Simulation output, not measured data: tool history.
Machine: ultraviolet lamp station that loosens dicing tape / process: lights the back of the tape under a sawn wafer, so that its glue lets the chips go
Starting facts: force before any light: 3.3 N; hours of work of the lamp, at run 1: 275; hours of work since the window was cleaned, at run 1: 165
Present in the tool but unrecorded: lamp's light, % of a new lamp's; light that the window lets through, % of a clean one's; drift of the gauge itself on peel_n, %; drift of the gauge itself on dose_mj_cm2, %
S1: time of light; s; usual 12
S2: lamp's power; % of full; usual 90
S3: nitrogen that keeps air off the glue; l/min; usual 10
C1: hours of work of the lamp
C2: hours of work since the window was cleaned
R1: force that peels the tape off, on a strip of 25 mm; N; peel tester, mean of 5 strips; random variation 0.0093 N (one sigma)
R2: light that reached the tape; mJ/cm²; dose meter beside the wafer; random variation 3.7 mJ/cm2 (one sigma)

{"run": 1, "hour": 0.0, "S1": 12, "S2": 90, "S3": 10, "C1": 275, "C2": 165, "R1": 0.429, "R2": 580}
{"run": 2, "hour": 51.1, "S1": 12, "S2": 90, "S3": 10, "C1": 305, "C2": 195, "R1": 0.476, "R2": 570}
{"run": 3, "hour": 93.0, "S1": 12, "S2": 90, "S3": 10, "C1": 329, "C2": 219, "R1": 0.455, "R2": 570}
{"run": 4, "hour": 143.4, "S1": 12, "S2": 90, "S3": 10, "C1": 358, "C2": 248, "R1": 0.472, "R2": 556}
{"run": 5, "hour": 188.9, "S1": 12, "S2": 90, "S3": 10, "C1": 384, "C2": 274, "R1": 0.474, "R2": 557}
{"run": 6, "hour": 241.7, "S1": 12, "S2": 90, "S3": 10, "C1": 415, "C2": 305, "R1": 0.476, "R2": 558}
{"run": 7, "hour": 284.2, "S1": 12, "S2": 90, "S3": 8, "C1": 439, "C2": 329, "R1": 0.494, "R2": 556}
{"run": 8, "hour": 333.6, "S1": 12, "S2": 90, "S3": 10, "C1": 468, "C2": 358, "R1": 0.477, "R2": 549}
{"run": 9, "hour": 365.2, "S1": 12, "S2": 90, "S3": 10, "C1": 486, "C2": 376, "R1": 0.482, "R2": 538}
{"run": 10, "hour": 413.3, "S1": 12, "S2": 90, "S3": 10, "C1": 514, "C2": 404, "R1": 0.511, "R2": 533}
{"run": 11, "hour": 449.0, "S1": 12, "S2": 90, "S3": 10, "C1": 534, "C2": 424, "R1": 0.506, "R2": 527}
{"run": 12, "hour": 483.7, "S1": 8, "S2": 90, "S3": 10, "C1": 554, "C2": 444, "R1": 0.894, "R2": 352}
{"run": 13, "hour": 535.2, "S1": 8, "S2": 90, "S3": 10, "C1": 584, "C2": 474, "R1": 0.905, "R2": 347}
{"run": 14, "hour": 573.7, "S1": 12, "S2": 84, "S3": 10, "C1": 606, "C2": 496, "R1": 0.61, "R2": 484}
{"run": 15, "hour": 600.7, "S1": 12, "S2": 65, "S3": 10, "C1": 622, "C2": 512, "R1": 0.804, "R2": 375}
{"run": 16, "hour": 623.5, "S1": 15, "S2": 69, "S3": 4, "C1": 635, "C2": 525, "R1": 0.752, "R2": 496}
{"run": 17, "hour": 672.5, "S1": 16, "S2": 66, "S3": 14, "C1": 663, "C2": 553, "R1": 0.528, "R2": 494}
{"run": 18, "hour": 720.0, "S1": 12, "S2": 60, "S3": 16, "C1": 691, "C2": 581, "R1": 0.835, "R2": 337}
{"run": 19, "hour": 755.5, "S1": 6, "S2": 74, "S3": 13, "C1": 711, "C2": 601, "R1": 1.459, "R2": 206}
{"run": 20, "hour": 782.6, "S1": 6, "S2": 74, "S3": 13, "C1": 727, "C2": 617, "R1": 1.448, "R2": 208}
{"run": 21, "hour": 824.6, "S1": 7, "S2": 63, "S3": 4, "C1": 751, "C2": 641, "R1": 1.779, "R2": 201}
{"run": 22, "hour": 859.9, "S1": 12, "S2": 80, "S3": 10, "C1": 772, "C2": 662, "R1": 0.653, "R2": 435}
{"run": 23, "hour": 902.2, "S1": 12, "S2": 78, "S3": 10, "C1": 796, "C2": 686, "R1": 0.701, "R2": 419}
{"hour": 924.6, "done": "window cleaned of glue's vapour"}
{"run": 24, "hour": 928.8, "S1": 17, "S2": 90, "S3": 4, "C1": 811, "C2": 2, "R1": 0.434, "R2": 737}
{"run": 25, "hour": 974.6, "S1": 17, "S2": 70, "S3": 4, "C1": 837, "C2": 29, "R1": 0.625, "R2": 563}
{"run": 26, "hour": 1014.6, "S1": 12, "S2": 90, "S3": 5, "C1": 861, "C2": 52, "R1": 0.68, "R2": 509}
{"run": 27, "hour": 1062.9, "S1": 14, "S2": 72, "S3": 10, "C1": 888, "C2": 80, "R1": 0.596, "R2": 473}

Branching from run 27: 4 alternative next runs. What would each branch give?
{"run": "A", "hour": 1095.7, "S1": 8, "S2": 68, "S3": 4, "C1": 907, "C2": 99, "R1": "?", "R2": "?"}
{"run": "B", "hour": 1095.7, "S1": 12, "S2": 72, "S3": 10, "C1": 907, "C2": 99, "R1": "?", "R2": "?"}
{"run": "C", "hour": 1095.7, "S1": 9, "S2": 90, "S3": 10, "C1": 907, "C2": 99, "R1": "?", "R2": "?"}
{"run": "D", "hour": 1095.7, "S1": 12, "S2": 69, "S3": 4, "C1": 907, "C2": 99, "R1": "?", "R2": "?"}

run=A R1=1.479 R2=256
run=B R1=0.746 R2=402
run=C R1=0.817 R2=379
run=D R1=1.027 R2=382
Take away the tool's hidden state, keep each run's random variation, and the runs would have read:
run=A R1=1.234 R2=318
run=B R1=0.549 R2=501
run=C R1=0.608 R2=470
run=D R1=0.792 R2=476
